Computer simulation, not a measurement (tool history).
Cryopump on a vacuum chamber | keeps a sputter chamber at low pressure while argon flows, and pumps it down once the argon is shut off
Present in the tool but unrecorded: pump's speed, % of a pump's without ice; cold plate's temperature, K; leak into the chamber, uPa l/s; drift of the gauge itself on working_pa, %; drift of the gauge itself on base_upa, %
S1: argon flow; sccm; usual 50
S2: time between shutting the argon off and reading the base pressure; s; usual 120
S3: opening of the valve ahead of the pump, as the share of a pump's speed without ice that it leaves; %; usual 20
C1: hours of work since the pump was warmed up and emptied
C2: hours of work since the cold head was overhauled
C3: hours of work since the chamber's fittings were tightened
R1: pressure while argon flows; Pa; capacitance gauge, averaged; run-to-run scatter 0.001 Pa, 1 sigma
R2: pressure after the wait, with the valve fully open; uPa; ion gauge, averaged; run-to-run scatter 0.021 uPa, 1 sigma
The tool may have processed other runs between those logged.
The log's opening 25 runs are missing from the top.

run 26 hour=1127.4 | S1=50 S2=34 S3=37 | C1=376 C2=1528 C3=823 | R1=0.1306 R2=1.82
run 27 hour=1174.9 | S1=44 S2=34 S3=48 | C1=396 C2=1549 C3=844 | R1=0.0891 R2=1.91
run 28 hour=1229.1 | S1=44 S2=34 S3=48 | C1=420 C2=1573 C3=868 | R1=0.0902 R2=1.88
run 29 hour=1271.3 | S1=44 S2=34 S3=48 | C1=438 C2=1591 C3=886 | R1=0.0888 R2=1.87
run 30 hour=1312.3 | S1=86 S2=100 S3=20 | C1=456 C2=1609 C3=904 | R1=0.4079 R2=1.18
run 31 hour=1360.2 | S1=47 S2=40 S3=28 | C1=477 C2=1630 C3=925 | R1=0.1608 R2=1.77
run 32 hour=1408.5 | S1=20 S2=82 S3=27 | C1=498 C2=1651 C3=946 | R1=0.0715 R2=1.32
run 33 hour=1449.9 | S1=20 S2=82 S3=27 | C1=516 C2=1669 C3=964 | R1=0.0716 R2=1.35
run 34 hour=1507.6 | S1=34 S2=26 S3=32 | C1=542 C2=1694 C3=989 | R1=0.1037 R2=2.33

Forecast each of these 4 alternatives for the next run:
run A hour=1544 | S1=57 S2=23 S3=16 | C1=558 C2=1710 C3=1005 | R1=? R2=?
run B hour=1544 | S1=24 S2=120 S3=20 | C1=558 C2=1710 C3=1005 | R1=? R2=?
run C hour=1544 | S1=21 S2=26 S3=32 | C1=558 C2=1710 C3=1005 | R1=? R2=?
run D hour=1544 | S1=50 S2=99 S3=20 | C1=558 C2=1710 C3=1005 | R1=? R2=?

run=A R1=0.3358 R2=2.46
run=B R1=0.1142 R2=1.18
run=C R1=0.0638 R2=2.3
run=D R1=0.2366 R2=1.26
With the hidden condition removed and each run's random variation left untouched, the same runs would have given:
run=A R1=0.3257 R2=1.75
run=B R1=0.11 R2=0.46
run=C R1=0.0601 R2=1.58
run=D R1=0.2278 R2=0.53
